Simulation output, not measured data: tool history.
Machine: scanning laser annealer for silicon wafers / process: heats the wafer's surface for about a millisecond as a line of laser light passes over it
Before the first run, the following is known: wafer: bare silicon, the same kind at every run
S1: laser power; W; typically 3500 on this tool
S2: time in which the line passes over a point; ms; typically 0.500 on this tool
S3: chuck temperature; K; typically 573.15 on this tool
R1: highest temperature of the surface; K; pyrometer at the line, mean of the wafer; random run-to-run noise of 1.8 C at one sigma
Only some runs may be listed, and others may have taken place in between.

{"run": 1, "day": 0.0, "S1": 3500, "S2": 0.5, "S3": 573.15, "R1": 1288.15}
{"run": 2, "day": 0.392, "S1": 3500, "S2": 0.5, "S3": 573.15, "R1": 1285.15}
{"run": 3, "day": 0.7, "S1": 3500, "S2": 0.5, "S3": 573.15, "R1": 1284.15}
{"run": 4, "day": 0.938, "S1": 3500, "S2": 0.5, "S3": 573.15, "R1": 1286.15}
{"run": 5, "day": 1.233, "S1": 3500, "S2": 0.5, "S3": 573.15, "R1": 1284.15}
{"run": 6, "day": 1.567, "S1": 3500, "S2": 0.493, "S3": 573.15, "R1": 1280.15}
{"run": 7, "day": 1.912, "S1": 3463, "S2": 0.614, "S3": 593.15, "R1": 1385.15}
{"run": 8, "day": 2.188, "S1": 3732, "S2": 0.437, "S3": 571.15, "R1": 1275.15}
{"day": 2.292, "done": "window over the wafer cleaned"}
{"run": 9, "day": 2.525, "S1": 3377, "S2": 0.508, "S3": 573.15, "R1": 1256.15}
{"run": 10, "day": 2.883, "S1": 3377, "S2": 0.508, "S3": 573.15, "R1": 1256.15}
{"run": 11, "day": 3.1, "S1": 3565, "S2": 0.422, "S3": 573.15, "R1": 1222.15}
{"run": 12, "day": 3.475, "S1": 3084, "S2": 0.491, "S3": 589.15, "R1": 1201.15}

4 ways to go on from here, each from the tool as it stands after run 12. What would each give?
{"run": "A", "day": 3.825, "S1": 3314, "S2": 0.403, "S3": 565.15, "R1": "?"}
{"run": "B", "day": 3.825, "S1": 3084, "S2": 0.491, "S3": 603.15, "R1": "?"}
{"run": "C", "day": 3.825, "S1": 3084, "S2": 0.385, "S3": 589.15, "R1": "?"}
{"run": "D", "day": 3.825, "S1": 3500, "S2": 0.584, "S3": 572.15, "R1": "?"}

run=A R1=1153.15
run=B R1=1214.15
run=C R1=1123.15
run=D R1=1336.15
With the hidden condition removed and each run's random variation left untouched, the same runs would have given:
run=A R1=1191.15
run=B R1=1254.15
run=C R1=1158.15
run=D R1=1386.15

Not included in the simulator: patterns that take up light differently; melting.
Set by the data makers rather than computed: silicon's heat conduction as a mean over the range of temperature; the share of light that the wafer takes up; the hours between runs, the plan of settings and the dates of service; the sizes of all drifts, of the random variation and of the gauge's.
